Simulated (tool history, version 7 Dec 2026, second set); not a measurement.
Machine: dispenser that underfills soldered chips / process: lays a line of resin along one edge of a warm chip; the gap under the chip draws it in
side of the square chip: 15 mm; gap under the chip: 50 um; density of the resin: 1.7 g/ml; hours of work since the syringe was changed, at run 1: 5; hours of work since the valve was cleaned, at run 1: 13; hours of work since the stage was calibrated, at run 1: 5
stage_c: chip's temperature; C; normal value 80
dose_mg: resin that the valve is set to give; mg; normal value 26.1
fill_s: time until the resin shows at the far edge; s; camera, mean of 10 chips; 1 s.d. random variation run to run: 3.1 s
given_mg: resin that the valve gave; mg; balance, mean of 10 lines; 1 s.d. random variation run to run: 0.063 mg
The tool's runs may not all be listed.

run   hour  stage_c  dose_mg  hours of work since the syringe was changed  hours of work since the valve was cleaned  hours of work since the stage was calibrated  fill_s  given_mg
  1      0       80     26.1                                            5                                         13                                             5   447.9     25.93
         6  -- new syringe of resin
  2    7.7       80     26.1                                            1                                         18                                            10     332     25.71
  3   15.6       71     26.1                                            7                                         23                                            15   802.7     25.79
      18.7  -- new syringe of resin
  4   21.2       80     26.1                                            2                                         27                                            19     356     25.82
  5   28.6       80     26.1                                            7                                         32                                            24   529.9     25.56
      31.1  -- new syringe of resin
  6   38.3       80     26.1                                            5                                         38                                            30   452.5     25.56
      43.6  -- new syringe of resin
  7   46.5       80     24.8                                            2                                         44                                            36   352.9     24.34
  8   53.5       80     24.8                                            7                                         49                                            40   530.9     24.21
      55.8  -- new syringe of resin
  9   64.1       80     24.8                                            6                                         56                                            47   479.3     24.11
      67.9  -- new syringe of resin
 10   71.6       80     24.8                                            3                                         60                                            52   369.4     24.21
 11   78.2       80     33.8                                            7                                         65                                            57   500.9     32.76
      80.7  -- new syringe of resin
      85.8  -- dispensing valve cleaned and set on the balance
 12   89.5       80     30.1                                            5                                          3                                            64   439.1     30.28
        94  -- new syringe of resin
 13   97.4       80     30.1                                            2                                          8                                            69   346.2     30.06
 14  104.1       80     26.1                                            7                                         12                                            74   512.7     26.03
     106.2  -- new syringe of resin
 15  111.8       80     26.1                                            4                                         17                                            79   401.2     26.02
     118.7  -- new syringe of resin
 16  119.6       80     23.5                                            1                                         23                                            84   323.6     23.31
 17  128.3       80     23.5                                            7                                         29                                            90   523.6     23.25
       131  -- new syringe of resin
 18  138.8       77     24.8                                            5                                         35                                            97     524     24.46
     143.3  -- new syringe of resin
 19  148.4       77     24.8                                            4                                         42                                           103   455.7     24.49
     155.8  -- new syringe of resin
 20  156.1       79     23.6                                            0                                         47                                           108   325.3     23.11
 21    161       80     29.1                                            4                                         50                                           112   376.5     28.44
     168.3  -- new syringe of resin
 22  169.5       68     23.6                                            1                                         56                                           117   589.7     23.16
 23  174.1       94     26.4                                            4                                         59                                           120   202.1     25.76
     180.9  -- new syringe of resin
 24  183.4       71     22.5                                            2                                         65                                           126   553.5     21.95
     190.4  -- dispensing valve cleaned and set on the balance
 25  190.9       81     27.7                                            6                                          0                                           131   438.7     27.73
     194.4  -- new syringe of resin
 26  195.6       92     26.5                                            1                                          3                                           134   175.1     26.41
 27  203.6       92     26.5                                            6                                          9                                           139   280.1     26.42
     206.9  -- new syringe of resin
 28  209.4       92     26.5                                            2                                         13                                           143   187.1     26.31
 29  218.4       73     26.5                                            8                                         19                                           149     759     26.34
     219.2  -- new syringe of resin
 30  225.8       67     29.6                                            5                                         24                                           154   787.6     29.17

5 options for the next run, each taken on its own from the tool as it stands now. Forecast them:
     231.4  -- new syringe of resin
  A  233.2       86       28                                            1                                         28                                           159       ?         ?
     231.4  -- new syringe of resin
  B  233.2       87     30.1                                            1                                         28                                           159       ?         ?
     231.4  -- new syringe of resin
  C  233.2       76     26.1                                            1                                         28                                           159       ?         ?
     231.4  -- new syringe of resin
  D  233.2       91     29.1                                            1                                         28                                           159       ?         ?
     231.4  -- new syringe of resin
  E  233.2       82     31.6                                            1                                         28                                           159       ?         ?

run  fill_s  given_mg
  A   241.3     27.69
  B   229.1     29.64
  C   399.7     25.63
  D   188.6      28.8
  E   285.8     31.16
With no hidden state in the tool, these same runs would have given:
run  fill_s  given_mg
  A   227.4     28.04
  B     216     30.01
  C   377.8     25.95
  D   177.6     29.16
  E   270.1     31.55
